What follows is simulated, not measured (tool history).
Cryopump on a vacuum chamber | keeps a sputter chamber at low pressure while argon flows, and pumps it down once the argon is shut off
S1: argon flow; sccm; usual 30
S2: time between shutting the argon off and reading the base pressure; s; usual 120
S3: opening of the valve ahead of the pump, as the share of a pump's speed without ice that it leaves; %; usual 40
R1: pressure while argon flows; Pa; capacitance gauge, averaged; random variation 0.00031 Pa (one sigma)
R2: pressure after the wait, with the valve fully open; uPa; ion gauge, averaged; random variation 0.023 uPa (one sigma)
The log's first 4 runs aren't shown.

| run | hour | S1 | S2 | S3 | R1 | R2 |
|---|---|---|---|---|---|---|
| 5 | 73.1 | 30 | 120 | 40 | 0.0627 | 1.24 |
| 6 | 93.5 | 30 | 120 | 40 | 0.0636 | 1.24 |
| 7 | 113.6 | 30 | 120 | 40 | 0.0634 | 1.25 |
| 8 | 129.2 | 30 | 120 | 40 | 0.0635 | 1.17 |
| 9 | 150.1 | 30 | 120 | 40 | 0.0633 | 1.28 |
| 10 | 162.9 | 30 | 120 | 40 | 0.063 | 1.26 |
| 11 | 176.5 | 30 | 120 | 40 | 0.0633 | 1.23 |
| 12 | 192.3 | 30 | 120 | 40 | 0.0634 | 1.24 |
| 13 | 204.8 | 30 | 120 | 40 | 0.0629 | 1.25 |
| 14 | 218.5 | 30 | 120 | 40 | 0.0632 | 1.21 |
| 15 | 234.1 | 30 | 120 | 40 | 0.0629 | 1.3 |
| 16 | 250.8 | 30 | 120 | 40 | 0.0634 | 1.21 |
| 17 | 260.6 | 30 | 22 | 40 | 0.0639 | 3.88 |

The next listed run, before its measurement:
| 18 | 279.8 | 30 | 22 | 40 | ? | ? |

R1: 0.0639 Pa
R2: 3.81 uPa
Without the tool's hidden state the same run would have given R1 0.0619 Pa, R2 3.25 uPa.
